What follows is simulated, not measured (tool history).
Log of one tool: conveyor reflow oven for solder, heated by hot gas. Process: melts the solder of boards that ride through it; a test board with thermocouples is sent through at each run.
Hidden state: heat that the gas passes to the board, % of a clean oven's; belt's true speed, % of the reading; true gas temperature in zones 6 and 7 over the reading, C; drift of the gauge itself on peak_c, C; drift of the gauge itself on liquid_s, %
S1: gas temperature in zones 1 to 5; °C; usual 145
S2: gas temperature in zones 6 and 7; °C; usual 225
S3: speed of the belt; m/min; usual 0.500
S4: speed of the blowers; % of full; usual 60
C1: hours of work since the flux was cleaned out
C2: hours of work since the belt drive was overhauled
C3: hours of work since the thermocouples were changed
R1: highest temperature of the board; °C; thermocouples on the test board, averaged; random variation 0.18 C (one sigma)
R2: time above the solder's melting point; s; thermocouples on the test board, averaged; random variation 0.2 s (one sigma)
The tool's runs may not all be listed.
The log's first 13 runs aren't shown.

Run 14, day 9.188: usual settings but S3 0.452 m/min; C1 272; C2 726; C3 553. Result: R1 212.5 °C, R2 69.9 s.
Run 15, day 10.108: usual settings but S4 54 % of full; C1 289; C2 743; C3 570. Result: R1 208.5 °C, R2 58.1 s.
Run 16, day 10.512: usual settings but S1 135 °C, S3 0.402 m/min; C1 297; C2 751; C3 578. Result: R1 213.2 °C, R2 76.2 s.
Run 17, day 11.167: usual settings but S1 135 °C, S2 226 °C, S3 0.488 m/min; C1 309; C2 763; C3 590. Result: R1 209.2 °C, R2 56.7 s.
Run 18, day 11.775: usual settings but S1 135 °C, S2 226 °C, S3 0.488 m/min; C1 320; C2 774; C3 601. Result: R1 209.2 °C, R2 56.8 s.
Run 19, day 12.492: usual settings but S1 153 °C, S2 217 °C, S3 0.400 m/min; C1 334; C2 787; C3 615. Result: R1 208.3 °C, R2 81.6 s.
At day 13.525: flux residue cleaned out of gas plates and filters.
Run 20, day 13.525: usual settings but S1 153 °C, S2 238 °C, S3 0.577 m/min, S4 53 % of full; C1 0; C2 803; C3 630. Result: R1 217.4 °C, R2 60.0 s.
Run 21, day 13.988: usual settings but S1 147 °C, S2 234 °C, S3 0.476 m/min, S4 53 % of full; C1 9; C2 811; C3 639. Result: R1 218.4 °C, R2 72.3 s.
Run 22, day 14.458: usual settings but S1 147 °C, S2 234 °C, S3 0.476 m/min, S4 53 % of full; C1 17; C2 820; C3 647. Result: R1 218.3 °C, R2 72.5 s.
Run 23, day 15.346: usual settings but S1 147 °C, S2 234 °C, S3 0.476 m/min, S4 53 % of full; C1 34; C2 837; C3 664. Result: R1 218.2 °C, R2 72.1 s.
Run 24, day 16.117: usual settings but S1 147 °C, S2 234 °C, S3 0.476 m/min, S4 53 % of full; C1 48; C2 851; C3 678. Result: R1 218.3 °C, R2 72.4 s.
Run 25, day 16.996: usual settings but S1 135 °C, S4 72 % of full; C1 65; C2 868; C3 695. Result: R1 210.6 °C, R2 58.2 s.
Run 26, day 17.417: usual settings but S1 148 °C, S4 84 % of full; C1 73; C2 875; C3 703. Result: R1 214.2 °C, R2 67.8 s.
Run 27, day 18.017: usual settings but S1 148 °C, S4 84 % of full; C1 84; C2 887; C3 714. Result: R1 214.3 °C, R2 67.4 s.
Run 28, day 18.950: usual settings but S1 159 °C, S2 236 °C, S4 53 % of full; C1 101; C2 904; C3 731. Result: R1 220.4 °C, R2 76.2 s.
Run 29, day 19.875: usual settings but S2 219 °C, S3 0.511 m/min; C1 118; C2 921; C3 748. Result: R1 204.3 °C, R2 52.7 s.
Run 30, day 20.371: usual settings but S2 219 °C, S3 0.511 m/min; C1 128; C2 930; C3 758. Result: R1 204.2 °C, R2 52.6 s.

3 ways to go on from here, each from the tool as it stands after run 30. What would each give?
Run A, day 20.921: usual settings but S2 217 °C; C1 138; C2 941; C3 768. Result: R1 ?, R2 ?.
Run B, day 20.921: usual settings but S1 136 °C, S2 219 °C, S3 0.511 m/min, S4 77 % of full; C1 138; C2 941; C3 768. Result: R1 ?, R2 ?.
Run C, day 20.921: usual settings but S1 149 °C, S2 219 °C, S3 0.511 m/min; C1 138; C2 941; C3 768. Result: R1 ?, R2 ?.

run     R1    R2
  A  202.7  52.4
  B  205.4  51.9
  C  204.7  55.6
Without the tool's hidden state the same runs would have given:
run     R1    R2
  A  204.3  53.6
  B  207.1  52.9
  C  206.3  56.5
